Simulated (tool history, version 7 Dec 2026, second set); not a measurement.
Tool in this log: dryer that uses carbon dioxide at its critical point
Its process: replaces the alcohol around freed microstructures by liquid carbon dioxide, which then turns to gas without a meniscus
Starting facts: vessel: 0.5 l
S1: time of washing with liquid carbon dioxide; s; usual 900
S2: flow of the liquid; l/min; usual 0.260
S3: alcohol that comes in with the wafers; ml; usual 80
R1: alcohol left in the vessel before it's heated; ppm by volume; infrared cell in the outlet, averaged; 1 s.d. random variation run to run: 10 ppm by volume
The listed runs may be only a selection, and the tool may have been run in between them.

Run 1, day 0.000: usual settings. Result: R1 825 ppm by volume.
Run 2, day 0.567: usual settings. Result: R1 851 ppm by volume.
Run 3, day 1.525: usual settings. Result: R1 869 ppm by volume.
Run 4, day 2.271: usual settings but S3 95 ml. Result: R1 1013 ppm by volume.
Run 5, day 3.129: usual settings but S3 95 ml. Result: R1 1065 ppm by volume.
Run 6, day 3.912: usual settings but S3 95 ml. Result: R1 1073 ppm by volume.
Run 7, day 4.467: usual settings but S3 22 ml. Result: R1 225 ppm by volume.
Run 8, day 5.117: usual settings but S3 22 ml. Result: R1 230 ppm by volume.
Run 9, day 6.054: usual settings but S3 22 ml. Result: R1 235 ppm by volume.
Run 10, day 6.788: usual settings but S3 22 ml. Result: R1 241 ppm by volume.
Run 11, day 7.283: usual settings but S3 22 ml. Result: R1 238 ppm by volume.
Run 12, day 7.854: usual settings but S3 22 ml. Result: R1 258 ppm by volume.
Run 13, day 8.583: usual settings but S3 22 ml. Result: R1 239 ppm by volume.
Run 14, day 9.362: usual settings but S3 22 ml. Result: R1 258 ppm by volume.
Run 15, day 10.046: usual settings but S3 69 ml. Result: R1 651 ppm by volume.
Run 16, day 10.838: usual settings. Result: R1 784 ppm by volume.
Run 17, day 11.388: usual settings but S1 540 s. Result: R1 6157 ppm by volume.
Run 18, day 12.121: usual settings. Result: R1 778 ppm by volume.
Run 19, day 12.838: usual settings but S3 25 ml. Result: R1 303 ppm by volume.
Run 20, day 13.321: usual settings but S3 25 ml. Result: R1 315 ppm by volume.
Run 21, day 13.767: usual settings but S3 25 ml. Result: R1 330 ppm by volume.
Run 22, day 14.404: usual settings but S3 25 ml. Result: R1 322 ppm by volume.
Run 23, day 15.279: usual settings but S3 25 ml. Result: R1 326 ppm by volume.
Run 24, day 16.054: usual settings but S2 0.197 l/min, S3 79 ml. Result: R1 2755 ppm by volume.
Run 25, day 16.679: usual settings but S2 0.197 l/min, S3 79 ml. Result: R1 2827 ppm by volume.
Run 26, day 17.571: usual settings but S1 720 s, S2 0.168 l/min, S3 77 ml. Result: R1 9525 ppm by volume.
Run 27, day 18.238: usual settings but S1 720 s, S2 0.168 l/min, S3 77 ml. Result: R1 9564 ppm by volume.
Run 28, day 18.858: usual settings but S1 1080 s, S2 0.403 l/min, S3 35 ml. Result: R1 97 ppm by volume.
Run 29, day 19.492: usual settings but S1 1260 s, S2 0.379 l/min, S3 28 ml. Result: R1 91 ppm by volume.
Run 30, day 20.308: usual settings but S3 77 ml. Result: R1 666 ppm by volume.
Run 31, day 21.067: usual settings but S3 77 ml. Result: R1 684 ppm by volume.
Run 32, day 21.504: usual settings but S3 77 ml. Result: R1 692 ppm by volume.
Run 33, day 22.375: usual settings but S3 77 ml. Result: R1 706 ppm by volume.
Run 34, day 23.150: usual settings but S3 77 ml. Result: R1 717 ppm by volume.
Run 35, day 23.817: usual settings but S3 77 ml. Result: R1 719 ppm by volume.
Run 36, day 24.438: usual settings but S2 0.382 l/min, S3 67 ml. Result: R1 149 ppm by volume.
Run 37, day 24.838: usual settings but S1 1260 s, S2 0.198 l/min, S3 48 ml. Result: R1 368 ppm by volume.
Run 38, day 25.483: usual settings but S2 0.213 l/min. Result: R1 1904 ppm by volume.
Run 39, day 25.888: usual settings but S2 0.213 l/min. Result: R1 1864 ppm by volume.
Run 40, day 26.421: usual settings but S1 1380 s, S2 0.196 l/min, S3 63 ml. Result: R1 319 ppm by volume.
Run 41, day 27.029: usual settings but S1 540 s, S2 0.294 l/min, S3 39 ml. Result: R1 2099 ppm by volume.
Run 42, day 27.725: usual settings but S1 540 s, S2 0.294 l/min, S3 39 ml. Result: R1 2144 ppm by volume.
Run 43, day 28.208: usual settings but S1 1200 s, S2 0.294 l/min, S3 39 ml. Result: R1 127 ppm by volume.
Run 44, day 28.733: usual settings but S1 1200 s, S2 0.294 l/min, S3 39 ml. Result: R1 134 ppm by volume.
Run 45, day 29.625: usual settings but S1 540 s, S2 0.228 l/min, S3 76 ml. Result: R1 9057 ppm by volume.

Not shown here: 2 entries made in the log between runs. Locate each between two listed runs and compare the hidden state at the listed run before it with the hidden state at the listed run after it:
In the gap between runs 6 and 7: inlet filter changed (day 4.467)
  flow that reaches the vessel past the clogged filter, %: 92.9 -> 99.9; alcohol in the recycled carbon dioxide, ppm: 63.7 -> 64.7
  measured minus no-state result, R1: +389 -> +60 ppm by volume
In the gap between runs 29 and 30: inlet filter changed (day 19.942)
  flow that reaches the vessel past the clogged filter, %: 92.7 -> 99.6; alcohol in the recycled carbon dioxide, ppm: 93.6 -> 95.1
  measured minus no-state result, R1: +89 -> +101 ppm by volume
